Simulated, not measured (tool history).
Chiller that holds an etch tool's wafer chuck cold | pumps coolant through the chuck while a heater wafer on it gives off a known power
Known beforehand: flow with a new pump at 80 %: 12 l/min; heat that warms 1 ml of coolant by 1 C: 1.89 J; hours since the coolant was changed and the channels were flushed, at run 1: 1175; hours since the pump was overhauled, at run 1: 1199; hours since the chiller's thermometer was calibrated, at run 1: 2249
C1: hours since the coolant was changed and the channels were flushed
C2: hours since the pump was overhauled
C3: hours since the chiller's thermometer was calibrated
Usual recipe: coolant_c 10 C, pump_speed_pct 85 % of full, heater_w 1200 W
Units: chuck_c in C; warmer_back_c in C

{"run": 1, "hour": 0.0, "coolant_c": 10, "pump_speed_pct": 85, "heater_w": 1200, "C1": 1175, "C2": 1199, "C3": 2249, "chuck_c": 18.8, "warmer_back_c": 3.04}
{"run": 2, "hour": 41.1, "coolant_c": 10, "pump_speed_pct": 85, "heater_w": 1200, "C1": 1216, "C2": 1240, "C3": 2290, "chuck_c": 18.6, "warmer_back_c": 3.04}
{"run": 3, "hour": 79.0, "coolant_c": 10, "pump_speed_pct": 85, "heater_w": 1200, "C1": 1254, "C2": 1278, "C3": 2328, "chuck_c": 18.6, "warmer_back_c": 3.12}
{"run": 4, "hour": 130.4, "coolant_c": 12, "pump_speed_pct": 85, "heater_w": 1200, "C1": 1305, "C2": 1330, "C3": 2380, "chuck_c": 20.6, "warmer_back_c": 3.08}
{"run": 5, "hour": 206.5, "coolant_c": 12, "pump_speed_pct": 85, "heater_w": 1200, "C1": 1381, "C2": 1406, "C3": 2456, "chuck_c": 20.8, "warmer_back_c": 3.11}
{"run": 6, "hour": 269.3, "coolant_c": 12, "pump_speed_pct": 85, "heater_w": 1200, "C1": 1444, "C2": 1469, "C3": 2519, "chuck_c": 20.6, "warmer_back_c": 3.11}
{"run": 7, "hour": 324.3, "coolant_c": 12, "pump_speed_pct": 85, "heater_w": 1200, "C1": 1499, "C2": 1524, "C3": 2574, "chuck_c": 20.8, "warmer_back_c": 3.13}
{"run": 8, "hour": 401.0, "coolant_c": 10, "pump_speed_pct": 85, "heater_w": 1200, "C1": 1576, "C2": 1600, "C3": 2650, "chuck_c": 19, "warmer_back_c": 3.07}
{"run": 9, "hour": 442.2, "coolant_c": 10, "pump_speed_pct": 85, "heater_w": 1200, "C1": 1617, "C2": 1641, "C3": 2691, "chuck_c": 18.9, "warmer_back_c": 3.09}
{"run": 10, "hour": 487.9, "coolant_c": 10, "pump_speed_pct": 60, "heater_w": 1200, "C1": 1663, "C2": 1687, "C3": 2737, "chuck_c": 21, "warmer_back_c": 4.58}
{"run": 11, "hour": 528.8, "coolant_c": 10, "pump_speed_pct": 60, "heater_w": 1200, "C1": 1704, "C2": 1728, "C3": 2778, "chuck_c": 20.9, "warmer_back_c": 4.57}
{"hour": 533.8, "done": "chiller's thermometer calibrated"}
{"run": 12, "hour": 592.8, "coolant_c": 10, "pump_speed_pct": 60, "heater_w": 1200, "C1": 1766, "C2": 1791, "C3": 59, "chuck_c": 21.2, "warmer_back_c": 4.62}
{"run": 13, "hour": 639.0, "coolant_c": 13, "pump_speed_pct": 85, "heater_w": 1200, "C1": 1813, "C2": 1837, "C3": 105, "chuck_c": 22.1, "warmer_back_c": 3.08}
{"hour": 649.4, "done": "chiller's thermometer calibrated, once more"}
{"run": 14, "hour": 702.2, "coolant_c": 10, "pump_speed_pct": 85, "heater_w": 1200, "C1": 1875, "C2": 1899, "C3": 53, "chuck_c": 18.6, "warmer_back_c": 3.15}
{"run": 15, "hour": 738.9, "coolant_c": 10, "pump_speed_pct": 85, "heater_w": 1200, "C1": 1912, "C2": 1936, "C3": 90, "chuck_c": 18.6, "warmer_back_c": 3.14}
{"run": 16, "hour": 804.7, "coolant_c": 10, "pump_speed_pct": 85, "heater_w": 1200, "C1": 1977, "C2": 2002, "C3": 155, "chuck_c": 18.6, "warmer_back_c": 3.11}
{"run": 17, "hour": 879.9, "coolant_c": 6, "pump_speed_pct": 85, "heater_w": 1200, "C1": 2053, "C2": 2077, "C3": 230, "chuck_c": 14.8, "warmer_back_c": 3.13}
{"run": 18, "hour": 929.8, "coolant_c": 11, "pump_speed_pct": 69, "heater_w": 1044, "C1": 2103, "C2": 2127, "C3": 280, "chuck_c": 19.8, "warmer_back_c": 3.41}
{"run": 19, "hour": 994.4, "coolant_c": 11, "pump_speed_pct": 96, "heater_w": 744, "C1": 2167, "C2": 2192, "C3": 345, "chuck_c": 16.2, "warmer_back_c": 1.74}
{"run": 20, "hour": 1038.3, "coolant_c": 6, "pump_speed_pct": 75, "heater_w": 1382, "C1": 2211, "C2": 2235, "C3": 389, "chuck_c": 16.8, "warmer_back_c": 4.14}
{"run": 21, "hour": 1088.7, "coolant_c": 6, "pump_speed_pct": 75, "heater_w": 1382, "C1": 2261, "C2": 2286, "C3": 439, "chuck_c": 16.9, "warmer_back_c": 4.18}
{"run": 22, "hour": 1146.9, "coolant_c": 16, "pump_speed_pct": 96, "heater_w": 1520, "C1": 2320, "C2": 2344, "C3": 497, "chuck_c": 26.4, "warmer_back_c": 3.44}
{"run": 23, "hour": 1224.2, "coolant_c": 5, "pump_speed_pct": 96, "heater_w": 1520, "C1": 2397, "C2": 2421, "C3": 575, "chuck_c": 15.5, "warmer_back_c": 3.49}
{"run": 24, "hour": 1288.6, "coolant_c": 5, "pump_speed_pct": 96, "heater_w": 1520, "C1": 2461, "C2": 2486, "C3": 639, "chuck_c": 15.6, "warmer_back_c": 3.53}
{"run": 25, "hour": 1323.3, "coolant_c": 5, "pump_speed_pct": 96, "heater_w": 1520, "C1": 2496, "C2": 2520, "C3": 674, "chuck_c": 15.6, "warmer_back_c": 3.52}
{"run": 26, "hour": 1401.7, "coolant_c": 16, "pump_speed_pct": 76, "heater_w": 1200, "C1": 2574, "C2": 2599, "C3": 752, "chuck_c": 25.6, "warmer_back_c": 3.58}
{"run": 27, "hour": 1441.2, "coolant_c": 1, "pump_speed_pct": 99, "heater_w": 1238, "C1": 2614, "C2": 2638, "C3": 792, "chuck_c": 9.5, "warmer_back_c": 2.77}
{"run": 28, "hour": 1516.2, "coolant_c": 12, "pump_speed_pct": 99, "heater_w": 1176, "C1": 2689, "C2": 2713, "C3": 867, "chuck_c": 20, "warmer_back_c": 2.64}
{"run": 29, "hour": 1571.5, "coolant_c": 12, "pump_speed_pct": 95, "heater_w": 1176, "C1": 2744, "C2": 2769, "C3": 922, "chuck_c": 20.3, "warmer_back_c": 2.79}
{"run": 30, "hour": 1647.5, "coolant_c": 7, "pump_speed_pct": 95, "heater_w": 1176, "C1": 2820, "C2": 2845, "C3": 998, "chuck_c": 15.5, "warmer_back_c": 2.74}
{"run": 31, "hour": 1705.1, "coolant_c": 10, "pump_speed_pct": 86, "heater_w": 1200, "C1": 2878, "C2": 2902, "C3": 1056, "chuck_c": 19.1, "warmer_back_c": 3.13}
{"run": 32, "hour": 1766.7, "coolant_c": 2, "pump_speed_pct": 97, "heater_w": 1041, "C1": 2939, "C2": 2964, "C3": 1117, "chuck_c": 9.5, "warmer_back_c": 2.45}

4 ways to go on from here, each from the tool as it stands after run 32. What would each give?
{"run": "A", "hour": 1812.8, "coolant_c": 2, "pump_speed_pct": 77, "heater_w": 1762, "C1": 2986, "C2": 3010, "C3": 1163, "chuck_c": "?", "warmer_back_c": "?"}
{"run": "B", "hour": 1812.8, "coolant_c": 2, "pump_speed_pct": 97, "heater_w": 884, "C1": 2986, "C2": 3010, "C3": 1163, "chuck_c": "?", "warmer_back_c": "?"}
{"run": "C", "hour": 1812.8, "coolant_c": 10, "pump_speed_pct": 65, "heater_w": 1200, "C1": 2986, "C2": 3010, "C3": 1163, "chuck_c": "?", "warmer_back_c": "?"}
{"run": "D", "hour": 1812.8, "coolant_c": 5, "pump_speed_pct": 85, "heater_w": 1110, "C1": 2986, "C2": 3010, "C3": 1163, "chuck_c": "?", "warmer_back_c": "?"}

run=A chuck_c=16.2 warmer_back_c=5.27
run=B chuck_c=8.2 warmer_back_c=2.05
run=C chuck_c=20.8 warmer_back_c=4.41
run=D chuck_c=13.6 warmer_back_c=2.99
The same runs, with their run-to-run variation unchanged, on a tool lacking any hidden condition would have given:
run=A chuck_c=13.9 warmer_back_c=4.87
run=B chuck_c=7.1 warmer_back_c=1.89
run=C chuck_c=19.1 warmer_back_c=4.08
run=D chuck_c=12.2 warmer_back_c=2.76
